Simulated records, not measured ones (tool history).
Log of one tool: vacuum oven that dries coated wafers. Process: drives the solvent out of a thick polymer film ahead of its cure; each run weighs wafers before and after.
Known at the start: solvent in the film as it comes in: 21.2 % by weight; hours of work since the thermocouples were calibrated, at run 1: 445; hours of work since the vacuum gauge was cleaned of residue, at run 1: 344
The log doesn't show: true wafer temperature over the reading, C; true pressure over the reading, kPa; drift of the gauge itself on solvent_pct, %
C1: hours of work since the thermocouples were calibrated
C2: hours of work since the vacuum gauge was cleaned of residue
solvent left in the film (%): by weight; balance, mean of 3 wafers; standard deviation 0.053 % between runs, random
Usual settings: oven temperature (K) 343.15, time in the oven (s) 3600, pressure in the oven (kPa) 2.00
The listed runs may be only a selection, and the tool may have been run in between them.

{"run": 1, "hour": 0.0, "oven temperature (K)": 343.15, "time in the oven (s)": 3600, "pressure in the oven (kPa)": 2.0, "C1": 445, "C2": 344, "solvent left in the film (%)": 1.81}
{"run": 2, "hour": 24.1, "oven temperature (K)": 343.15, "time in the oven (s)": 3600, "pressure in the oven (kPa)": 2.0, "C1": 457, "C2": 356, "solvent left in the film (%)": 1.92}
{"run": 3, "hour": 51.4, "oven temperature (K)": 343.15, "time in the oven (s)": 3600, "pressure in the oven (kPa)": 2.0, "C1": 471, "C2": 370, "solvent left in the film (%)": 1.87}
{"run": 4, "hour": 80.7, "oven temperature (K)": 343.15, "time in the oven (s)": 3600, "pressure in the oven (kPa)": 2.0, "C1": 486, "C2": 385, "solvent left in the film (%)": 1.85}
{"run": 5, "hour": 97.3, "oven temperature (K)": 343.15, "time in the oven (s)": 3600, "pressure in the oven (kPa)": 2.0, "C1": 494, "C2": 393, "solvent left in the film (%)": 1.82}
{"run": 6, "hour": 116.4, "oven temperature (K)": 343.15, "time in the oven (s)": 3600, "pressure in the oven (kPa)": 2.0, "C1": 504, "C2": 403, "solvent left in the film (%)": 1.81}
{"run": 7, "hour": 129.8, "oven temperature (K)": 343.15, "time in the oven (s)": 3600, "pressure in the oven (kPa)": 2.0, "C1": 511, "C2": 410, "solvent left in the film (%)": 1.96}
{"run": 8, "hour": 149.8, "oven temperature (K)": 341.15, "time in the oven (s)": 3600, "pressure in the oven (kPa)": 2.0, "C1": 521, "C2": 420, "solvent left in the film (%)": 2.62}
{"run": 9, "hour": 167.2, "oven temperature (K)": 341.15, "time in the oven (s)": 3600, "pressure in the oven (kPa)": 2.0, "C1": 530, "C2": 429, "solvent left in the film (%)": 2.56}
{"run": 10, "hour": 193.4, "oven temperature (K)": 341.15, "time in the oven (s)": 3600, "pressure in the oven (kPa)": 2.0, "C1": 543, "C2": 442, "solvent left in the film (%)": 2.58}
{"run": 11, "hour": 219.0, "oven temperature (K)": 358.15, "time in the oven (s)": 2760, "pressure in the oven (kPa)": 4.06, "C1": 556, "C2": 455, "solvent left in the film (%)": 0.66}
{"run": 12, "hour": 246.8, "oven temperature (K)": 358.15, "time in the oven (s)": 3600, "pressure in the oven (kPa)": 4.06, "C1": 571, "C2": 469, "solvent left in the film (%)": 0.63}
{"run": 13, "hour": 266.7, "oven temperature (K)": 341.15, "time in the oven (s)": 4320, "pressure in the oven (kPa)": 1.31, "C1": 581, "C2": 480, "solvent left in the film (%)": 1.71}
{"run": 14, "hour": 285.1, "oven temperature (K)": 346.15, "time in the oven (s)": 3600, "pressure in the oven (kPa)": 2.0, "C1": 590, "C2": 489, "solvent left in the film (%)": 1.1}
{"run": 15, "hour": 302.5, "oven temperature (K)": 336.15, "time in the oven (s)": 2940, "pressure in the oven (kPa)": 2.07, "C1": 599, "C2": 498, "solvent left in the film (%)": 6.21}
{"run": 16, "hour": 326.9, "oven temperature (K)": 332.15, "time in the oven (s)": 2940, "pressure in the oven (kPa)": 2.07, "C1": 611, "C2": 510, "solvent left in the film (%)": 8.08}
{"run": 17, "hour": 356.2, "oven temperature (K)": 348.15, "time in the oven (s)": 2820, "pressure in the oven (kPa)": 6.52, "C1": 626, "C2": 525, "solvent left in the film (%)": 2.36}
{"hour": 360.7, "done": "oven's thermocouples calibrated"}
{"run": 18, "hour": 380.0, "oven temperature (K)": 348.15, "time in the oven (s)": 2820, "pressure in the oven (kPa)": 6.52, "C1": 10, "C2": 536, "solvent left in the film (%)": 2.28}
{"run": 19, "hour": 392.2, "oven temperature (K)": 348.15, "time in the oven (s)": 2820, "pressure in the oven (kPa)": 6.52, "C1": 16, "C2": 542, "solvent left in the film (%)": 2.32}
{"run": 20, "hour": 416.2, "oven temperature (K)": 343.15, "time in the oven (s)": 1860, "pressure in the oven (kPa)": 3.15, "C1": 28, "C2": 555, "solvent left in the film (%)": 5.23}

3 options for the next run, each taken on its own from the tool as it stands now. Forecast them:
{"run": "A", "hour": 444.6, "oven temperature (K)": 347.15, "time in the oven (s)": 1860, "pressure in the oven (kPa)": 3.15, "C1": 43, "C2": 569, "solvent left in the film (%)": "?"}
{"run": "B", "hour": 444.6, "oven temperature (K)": 331.15, "time in the oven (s)": 3600, "pressure in the oven (kPa)": 2.23, "C1": 43, "C2": 569, "solvent left in the film (%)": "?"}
{"run": "C", "hour": 444.6, "oven temperature (K)": 343.15, "time in the oven (s)": 3600, "pressure in the oven (kPa)": 1.0, "C1": 43, "C2": 569, "solvent left in the film (%)": "?"}

run=A solvent_left_in_the_film_(%)=3.25
run=B solvent_left_in_the_film_(%)=7.70
run=C solvent_left_in_the_film_(%)=1.49
With no hidden state in the tool, these same runs would have given:
run=A solvent_left_in_the_film_(%)=3.14
run=B solvent_left_in_the_film_(%)=7.55
run=C solvent_left_in_the_film_(%)=1.41
